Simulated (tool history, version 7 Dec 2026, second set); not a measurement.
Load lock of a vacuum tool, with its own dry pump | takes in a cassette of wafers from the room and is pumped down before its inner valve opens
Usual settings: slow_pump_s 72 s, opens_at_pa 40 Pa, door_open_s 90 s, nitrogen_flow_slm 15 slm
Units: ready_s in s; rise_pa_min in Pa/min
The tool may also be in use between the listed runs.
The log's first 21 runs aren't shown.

run      day  slow_pump_s  opens_at_pa  door_open_s  nitrogen_flow_slm  incoming humidity of the room's air, %  ready_s  rise_pa_min
 22  190.033           71           43          140                 15                                    42.1      124        0.374
 23  199.858           71           43          140                 15                                    47.1    123.8        0.393
 24   210.35          140           78           82                  6                                    47.1    167.1        0.393
 25  217.942           72           40           90                 26                                    42.7    125.5        0.383
 26  227.921           72           40           90                 26                                    47.5      125        0.397
 27  235.196           72           40           90                 26                                      45    126.6        0.393
 28  246.283          108           72           54                  6                                    42.1      146        0.416
 29  257.554           90           40           90                  4                                    46.7    138.9        0.434
 30  268.717           90           40           90                  4                                      42    139.4        0.443
 31  281.275           72           40           90                  6                                    43.8    126.4        0.449
 32  292.608           73           47           90                 18                                    42.6    125.1        0.449
 33   304.35           73           47           90                 18                                    43.2    126.1        0.444
 34  310.129           72           40          179                  7                                    45.1    126.4        0.479
 35  320.079           36           54          144                  7                                      45       99        0.486
 36  332.554           71           46          237                 19                                    44.4    125.3        0.489

Forecast each of these 4 alternatives for the next run:
  A  339.988           37           43           53                 19                                    45.6        ?            ?
  B  339.988           91           69          237                  4                                    43.3        ?            ?
  C  339.988           71           46          106                 19                                    44.2        ?            ?
  D  339.988           97           46          237                  5                                    45.2        ?            ?

run  ready_s  rise_pa_min
  A    101.8         0.48
  B    135.1         0.51
  C    125.2        0.477
  D      143        0.503
Without the tool's hidden state the same runs would have given:
run  ready_s  rise_pa_min
  A     93.7        0.018
  B    129.6        0.051
  C    118.5        0.016
  D    137.3        0.044
